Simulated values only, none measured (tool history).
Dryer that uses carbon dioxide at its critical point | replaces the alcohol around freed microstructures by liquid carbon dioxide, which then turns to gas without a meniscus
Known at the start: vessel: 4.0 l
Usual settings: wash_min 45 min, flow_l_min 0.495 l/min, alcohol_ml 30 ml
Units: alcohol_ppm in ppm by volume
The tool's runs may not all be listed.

run,hour,wash_min,flow_l_min,alcohol_ml,alcohol_ppm
1,0,45,0.495,30,66
2,8.4,38,0.495,30,103
3,15.1,38,0.495,30,122
4,20.8,45,0.495,30,69
5,24.8,45,0.495,30,63
6,32.4,45,0.495,30,73
7,39.4,45,0.495,30,53
8,47.3,45,0.495,85,145
9,52.6,45,0.495,85,150
10,57.5,27,0.495,30,380
11,65,45,0.495,30,67
12,72.6,32,0.495,30,228
13,77.1,32,0.495,30,216
14,81.9,32,0.495,30,229
15,88,45,0.495,30,73
16,96.4,45,0.495,30,73
17,102.4,45,0.495,30,80
18,107.4,45,0.495,30,79
19,111.8,45,0.495,30,79
20,119.1,45,0.495,30,70
21,127.7,45,0.495,30,75
22,134.6,45,0.495,30,86
23,140.4,45,0.551,30,56
24,146.8,37,0.495,30,174
25,155.7,45,0.597,26,46
26,162.2,49,0.818,36,28
27,170.2,49,0.325,36,318
28,175.1,31,0.361,79,1784
29,178.8,31,0.38,79,1585
30,187.2,49,0.361,79,482
31,195.3,49,0.702,31,37
32,204.2,38,0.495,79,390
33,211.8,45,0.35,30,296
34,218.9,48,0.495,105,215
35,225.6,48,0.495,105,217
36,233.2,48,0.495,105,222
37,241.4,45,0.495,25,99
38,245.7,45,0.495,25,91
39,250.8,52,0.487,89,157
40,258.7,64,0.774,64,35
41,266.8,38,0.794,22,48
42,274.4,38,0.794,22,40
43,281.3,38,0.794,39,43
44,289.6,45,0.495,57,102
45,297.1,34,0.394,22,264
46,302.8,34,0.394,22,275

Not shown: 1 entry that the log had between the listed runs. Between which runs, and how does the tool's hidden state differ before and after?
Between runs 39 and 40: inlet filter changed (hour 252.9)
  flow that reaches the vessel past the clogged filter, %: 84.2 -> 99.3; alcohol in the recycled carbon dioxide, ppm: 35.7 -> 36.2
  measured less the result without the state, alcohol_ppm: +107 -> +31 ppm by volume
